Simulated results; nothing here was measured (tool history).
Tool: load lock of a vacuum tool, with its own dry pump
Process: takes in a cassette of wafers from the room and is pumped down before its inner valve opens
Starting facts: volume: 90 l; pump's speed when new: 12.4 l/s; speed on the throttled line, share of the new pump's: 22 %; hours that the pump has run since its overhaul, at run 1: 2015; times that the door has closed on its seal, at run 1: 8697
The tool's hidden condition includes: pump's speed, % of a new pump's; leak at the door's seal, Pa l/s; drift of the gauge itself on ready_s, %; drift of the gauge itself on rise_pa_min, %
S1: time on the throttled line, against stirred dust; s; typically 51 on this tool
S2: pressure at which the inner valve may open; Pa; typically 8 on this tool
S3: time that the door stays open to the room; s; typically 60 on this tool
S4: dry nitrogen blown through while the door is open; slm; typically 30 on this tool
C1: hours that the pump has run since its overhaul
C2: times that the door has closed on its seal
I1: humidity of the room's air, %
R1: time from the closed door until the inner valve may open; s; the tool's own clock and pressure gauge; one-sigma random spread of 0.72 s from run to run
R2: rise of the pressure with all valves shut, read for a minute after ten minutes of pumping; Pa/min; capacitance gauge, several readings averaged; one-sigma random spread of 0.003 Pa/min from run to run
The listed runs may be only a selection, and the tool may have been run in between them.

run,hour,S1,S2,S3,S4,C1,C2,I1,R1,R2
1,0.0,51,8,60,30,2015,8697,47.4,109.9,0.028
2,261.7,51,8,60,30,2277,9370,43.6,109.0,0.023
3,419.1,51,8,60,30,2434,9775,42.6,107.9,0.027
4,742.2,51,8,60,30,2757,10606,43.0,107.6,0.025
5,1070.5,51,8,60,30,3086,11451,41.5,108.8,0.022
6,1381.0,51,8,60,17,3396,12249,43.9,109.3,0.034
7,1557.9,51,8,60,30,3573,12705,44.0,109.2,0.025
8,1865.5,97,8,60,30,3881,13496,45.7,143.2,0.025
9,2073.7,51,8,60,30,4089,14032,45.4,109.0,0.023
10,2399.8,51,8,60,21,4415,14871,46.7,108.4,0.028
11,2657.0,51,8,56,30,4672,15532,43.9,108.7,0.022
12,2813.6,51,8,60,6,4829,15935,43.3,108.1,0.045
13,3094.3,51,8,60,11,5110,16657,44.9,109.4,0.034
14,3324.4,51,8,60,30,5340,17249,41.1,106.9,0.024
15,3540.7,51,8,60,30,5556,17806,45.8,108.0,0.023
16,3856.4,51,8,60,30,5872,18618,45.6,108.3,0.018
17,4181.3,51,8,60,30,6196,19454,45.5,108.7,0.024
18,4380.4,86,8,60,30,6396,19966,46.6,136.5,0.023
19,4711.0,77,8,238,17,6726,20817,46.6,130.0,0.076
20,5000.1,77,8,238,17,7015,21561,46.8,128.7,0.076
21,5223.5,77,8,238,17,7239,22135,45.1,129.5,0.073
22,5502.7,93,7,48,6,7518,22854,41.4,142.1,0.040
23,5706.3,61,7,236,11,7722,23378,46.8,117.7,0.095
24,5894.0,54,6,60,30,7909,23860,46.4,112.7,0.022
25,6062.6,54,6,60,30,8078,24294,46.6,113.3,0.023
26,6352.5,54,6,60,30,8368,25040,44.6,113.1,0.029
27,6619.5,51,8,60,14,8635,25727,45.5,109.8,0.037
28,6954.1,51,8,141,30,8969,26588,42.9,108.3,0.039
29,7270.5,51,8,141,30,9286,27402,44.4,110.1,0.036
30,7583.7,51,8,31,30,9599,28208,43.4,109.4,0.016
31,7735.3,41,8,60,30,9750,28597,44.4,101.0,0.021
32,7971.9,28,11,91,30,9987,29206,40.5,88.0,0.030

What if the next run were any one of these 3? Each begins from the tool's condition after run 32:
A,8157.8,60,11,158,30,10173,29685,45.9,?,?
B,8157.8,32,11,91,30,10173,29685,44.4,?,?
C,8157.8,61,8,210,33,10173,29685,45.1,?,?

run,R1,R2
A,112.9,0.044
B,91.3,0.034
C,116.7,0.049
Had the tool no hidden state, the same runs would have come out as:
run,R1,R2
A,112.9,0.044
B,91.3,0.033
C,116.7,0.048
